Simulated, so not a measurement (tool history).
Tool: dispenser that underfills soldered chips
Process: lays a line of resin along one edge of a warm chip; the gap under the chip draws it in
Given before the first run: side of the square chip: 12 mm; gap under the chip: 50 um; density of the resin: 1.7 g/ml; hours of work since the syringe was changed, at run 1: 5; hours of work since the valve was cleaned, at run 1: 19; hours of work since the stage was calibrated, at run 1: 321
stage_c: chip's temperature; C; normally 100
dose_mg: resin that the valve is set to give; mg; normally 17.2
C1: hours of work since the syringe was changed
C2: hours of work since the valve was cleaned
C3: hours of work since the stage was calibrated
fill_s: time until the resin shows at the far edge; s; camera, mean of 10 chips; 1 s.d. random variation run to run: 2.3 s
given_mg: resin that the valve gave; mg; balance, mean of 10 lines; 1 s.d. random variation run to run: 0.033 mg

Run 1, hour 0: usual settings; C1 5; C2 19; C3 321. Result: fill_s 373.6 s, given_mg 17.05 mg.
At hour 2.1: new syringe of resin.
At hour 11.5: new syringe of resin.
Run 2, hour 12.5: usual settings; C1 1; C2 27; C3 329. Result: fill_s 256.2 s, given_mg 16.94 mg.
Run 3, hour 19.5: usual settings but dose_mg 15.4 mg; C1 5; C2 32; C3 333. Result: fill_s 406.4 s, given_mg 15.1 mg.
At hour 20.6: new syringe of resin.
At hour 30: new syringe of resin.
Run 4, hour 30.5: usual settings but stage_c 101 C; C1 0; C2 39; C3 340. Result: fill_s 246.8 s, given_mg 16.82 mg.
Run 5, hour 36.7: usual settings but stage_c 101 C; C1 4; C2 43; C3 345. Result: fill_s 349.8 s, given_mg 16.76 mg.
At hour 39.4: new syringe of resin.
Run 6, hour 46.5: usual settings but stage_c 101 C; C1 5; C2 50; C3 351. Result: fill_s 362.7 s, given_mg 16.72 mg.
At hour 48.7: new syringe of resin.
At hour 50.6: dispensing valve cleaned and set on the balance.
Run 7, hour 56.5: usual settings but stage_c 101 C; C1 5; C2 4; C3 357. Result: fill_s 353.5 s, given_mg 17.19 mg.
At hour 58.6: new syringe of resin.
Run 8, hour 66.6: usual settings but stage_c 101 C; C1 5; C2 11; C3 364. Result: fill_s 389 s, given_mg 17.08 mg.
At hour 68.2: new syringe of resin.
Run 9, hour 72.7: usual settings but stage_c 111 C, dose_mg 16.5 mg; C1 3; C2 14; C3 367. Result: fill_s 242 s, given_mg 16.36 mg.
At hour 77.9: new syringe of resin.
Run 10, hour 78.7: usual settings but dose_mg 17.6 mg; C1 0; C2 18; C3 371. Result: fill_s 254.3 s, given_mg 17.42 mg.
Run 11, hour 84.9: usual settings but stage_c 113 C, dose_mg 18.9 mg; C1 5; C2 22; C3 375. Result: fill_s 256.8 s, given_mg 18.72 mg.
At hour 87: new syringe of resin.
Run 12, hour 91.7: usual settings but stage_c 113 C, dose_mg 18.9 mg; C1 3; C2 27; C3 380. Result: fill_s 232.1 s, given_mg 18.62 mg.
At hour 96.7: new syringe of resin.
Run 13, hour 100.1: usual settings but stage_c 109 C, dose_mg 15.6 mg; C1 2; C2 32; C3 385. Result: fill_s 241.5 s, given_mg 15.27 mg.
At hour 105.9: new syringe of resin.
Run 14, hour 105.9: usual settings but stage_c 106 C, dose_mg 18 mg; C1 0; C2 36; C3 389. Result: fill_s 207.7 s, given_mg 17.62 mg.
At hour 115.4: new syringe of resin.
Run 15, hour 117.5: usual settings but stage_c 107 C, dose_mg 15.8 mg; C1 1; C2 44; C3 397. Result: fill_s 237.4 s, given_mg 15.38 mg.
At hour 125.1: new syringe of resin.
Run 16, hour 128.5: usual settings but stage_c 99 C, dose_mg 17.4 mg; C1 2; C2 51; C3 404. Result: fill_s 311 s, given_mg 16.85 mg.

Branching from run 16: 4 alternative next runs. What would each branch give?
At hour 131.3: dispensing valve cleaned and set on the balance.
At hour 135.1: new syringe of resin.
Run A, hour 139.3: usual settings but stage_c 106 C, dose_mg 14.7 mg; C1 3; C2 5; C3 410. Result: fill_s ?, given_mg ?.
At hour 131.3: dispensing valve cleaned and set on the balance.
At hour 135.1: new syringe of resin.
Run B, hour 139.3: usual settings but stage_c 94 C, dose_mg 21.4 mg; C1 3; C2 5; C3 410. Result: fill_s ?, given_mg ?.
At hour 131.3: dispensing valve cleaned and set on the balance.
At hour 135.1: new syringe of resin.
Run C, hour 139.3: usual settings but stage_c 105 C, dose_mg 16.4 mg; C1 3; C2 5; C3 410. Result: fill_s ?, given_mg ?.
At hour 131.3: dispensing valve cleaned and set on the balance.
At hour 135.1: new syringe of resin.
Run D, hour 139.3: usual settings but stage_c 102 C, dose_mg 14.7 mg; C1 3; C2 5; C3 410. Result: fill_s ?, given_mg ?.

run  fill_s  given_mg
  A   287.8     14.62
  B     373      21.3
  C     288     16.29
  D   321.4     14.66
Had the tool no hidden state, the same runs would have come out as:
run  fill_s  given_mg
  A   206.3     14.68
  B   266.5     21.39
  C   206.4     16.36
  D   230.1     14.73
